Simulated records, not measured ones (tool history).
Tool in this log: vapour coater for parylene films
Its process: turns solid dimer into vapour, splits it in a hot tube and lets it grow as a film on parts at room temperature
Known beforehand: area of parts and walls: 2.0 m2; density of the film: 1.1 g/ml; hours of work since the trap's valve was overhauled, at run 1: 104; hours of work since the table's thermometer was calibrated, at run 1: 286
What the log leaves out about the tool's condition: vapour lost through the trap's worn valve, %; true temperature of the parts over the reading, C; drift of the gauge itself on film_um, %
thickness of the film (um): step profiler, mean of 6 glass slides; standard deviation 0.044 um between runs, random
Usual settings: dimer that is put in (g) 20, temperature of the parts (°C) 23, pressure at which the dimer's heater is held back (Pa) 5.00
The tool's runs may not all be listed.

| run | day | dimer that is put in (g) | temperature of the parts (°C) | pressure at which the dimer's heater is held back (Pa) | hours of work since the trap's valve was overhauled | hours of work since the table's thermometer was calibrated | thickness of the film (um) |
|---|---|---|---|---|---|---|---|
| 1 | 0.000 | 20 | 23 | 5.00 | 104 | 286 | 5.63 |
| 2 | 0.858 | 20 | 23 | 5.00 | 118 | 301 | 5.75 |
| 3 | 1.946 | 20 | 23 | 3.13 | 137 | 319 | 6.14 |
| 4 | 2.783 | 20 | 23 | 3.13 | 150 | 332 | 6.12 |
| 5 | 3.867 | 20 | 28 | 5.00 | 168 | 350 | 4.54 |
| 6 | 4.788 | 20 | 28 | 5.00 | 184 | 366 | 4.40 |
| 7 | 5.550 | 33 | 22 | 2.28 | 196 | 378 | 10.88 |
|  | 6.525 | trap's valve overhauled |
| 8 | 6.721 | 12 | 23 | 4.27 | 3 | 395 | 3.86 |
| 9 | 7.288 | 12 | 27 | 4.38 | 13 | 404 | 3.26 |
| 10 | 7.900 | 12 | 24 | 4.38 | 23 | 415 | 3.56 |
| 11 | 8.750 | 10 | 24 | 3.73 | 37 | 429 | 3.04 |

Alternative continuations, all from the tool just after run 11; predict every row:
| A | 9.483 | 10 | 16 | 3.73 | 49 | 441 | ? |
| B | 9.483 | 20 | 28 | 3.15 | 49 | 441 | ? |
| C | 9.483 | 20 | 29 | 3.10 | 49 | 441 | ? |
| D | 9.483 | 30 | 25 | 4.42 | 49 | 441 | ? |
| E | 9.483 | 30 | 34 | 6.69 | 49 | 441 | ? |

| run | thickness of the film (um) |
|---|---|
| A | 4.15 |
| B | 5.46 |
| C | 5.26 |
| D | 8.42 |
| E | 5.57 |
Had the tool no hidden state, the same runs would have come out as:
| run | thickness of the film (um) |
|---|---|
| A | 4.26 |
| B | 5.60 |
| C | 5.39 |
| D | 8.64 |
| E | 5.72 |

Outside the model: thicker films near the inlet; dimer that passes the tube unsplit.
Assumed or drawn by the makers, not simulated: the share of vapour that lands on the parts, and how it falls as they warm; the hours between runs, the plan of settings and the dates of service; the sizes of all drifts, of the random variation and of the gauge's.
